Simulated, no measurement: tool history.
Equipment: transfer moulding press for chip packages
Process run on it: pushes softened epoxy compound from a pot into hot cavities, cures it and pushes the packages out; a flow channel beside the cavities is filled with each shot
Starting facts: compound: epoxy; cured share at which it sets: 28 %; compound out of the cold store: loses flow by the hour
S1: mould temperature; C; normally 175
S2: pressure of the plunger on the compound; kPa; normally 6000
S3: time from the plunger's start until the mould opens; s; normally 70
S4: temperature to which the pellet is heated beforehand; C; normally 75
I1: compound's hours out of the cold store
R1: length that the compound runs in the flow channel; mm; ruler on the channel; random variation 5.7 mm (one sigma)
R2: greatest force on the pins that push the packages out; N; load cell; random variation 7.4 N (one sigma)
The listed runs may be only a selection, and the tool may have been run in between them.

run	hour	S1	S2	S3	S4	I1	R1	R2
1	0	175	6000	70	75	16	715	510
# hour 13: cavities cleaned with cleaning compound and waxed
# hour 77.6: cavities cleaned with cleaning compound and waxed
2	79.7	175	6000	70	75	15.6	718	355
3	128.9	175	6000	70	75	35.9	661	513
# hour 141: cavities cleaned with cleaning compound and waxed
# hour 200.4: cavities cleaned with cleaning compound and waxed
4	204	175	6000	70	75	28.2	665	364
# hour 234.5: plunger's sealing rings changed
5	260.6	175	6000	70	75	21.8	724	546
# hour 268.7: cavities cleaned with cleaning compound and waxed
# hour 332.3: cavities cleaned with cleaning compound and waxed
6	345.2	175	6000	70	75	16	728	407
# hour 395.9: cavities cleaned with cleaning compound and waxed
7	397.6	175	6000	70	75	16.8	716	357
# hour 458: cavities cleaned with cleaning compound and waxed
8	458	170	4870	70	69	9	662	478
# hour 501.4: cavities cleaned with cleaning compound and waxed, once more
9	515.8	176	6870	59	78	24.3	734	578
# hour 563.9: plunger's sealing rings changed
# hour 565.4: cavities cleaned with cleaning compound and waxed
10	592.4	177	5680	70	69	47.5	651	416
# hour 625.3: cavities cleaned with cleaning compound and waxed
11	667.7	177	5680	70	69	22.3	702	485
# hour 690.3: cavities cleaned with cleaning compound and waxed
# hour 716.9: mould's thermocouples calibrated
12	735.2	181	6010	70	69	40.2	652	398

Some steps in R1 between neighbouring runs. How much of each would the tool show without its hidden state too (settings, what came in, random variation), and how much is left for the hidden state, with any gauge scatter that isn't in both results?
Hidden state present: true mould temperature over the reading, C; pressure that reaches the compound, % of what is set; grip of the stained cavities, % over clean ones'; drift of the gauge itself on flow_mm, %; drift of the gauge itself on push_out_n, %.
Run 4 -> 5: plunger's sealing rings changed. R1 +59 mm: hidden state +46, all else +13.
Run 9 -> 10: S1 176 -> 177, S2 6870 -> 5680, S3 59 -> 70, S4 78 -> 69, plunger's sealing rings changed, cavities cleaned with cleaning compound and waxed. R1 -83 mm: hidden state +41, all else -124.

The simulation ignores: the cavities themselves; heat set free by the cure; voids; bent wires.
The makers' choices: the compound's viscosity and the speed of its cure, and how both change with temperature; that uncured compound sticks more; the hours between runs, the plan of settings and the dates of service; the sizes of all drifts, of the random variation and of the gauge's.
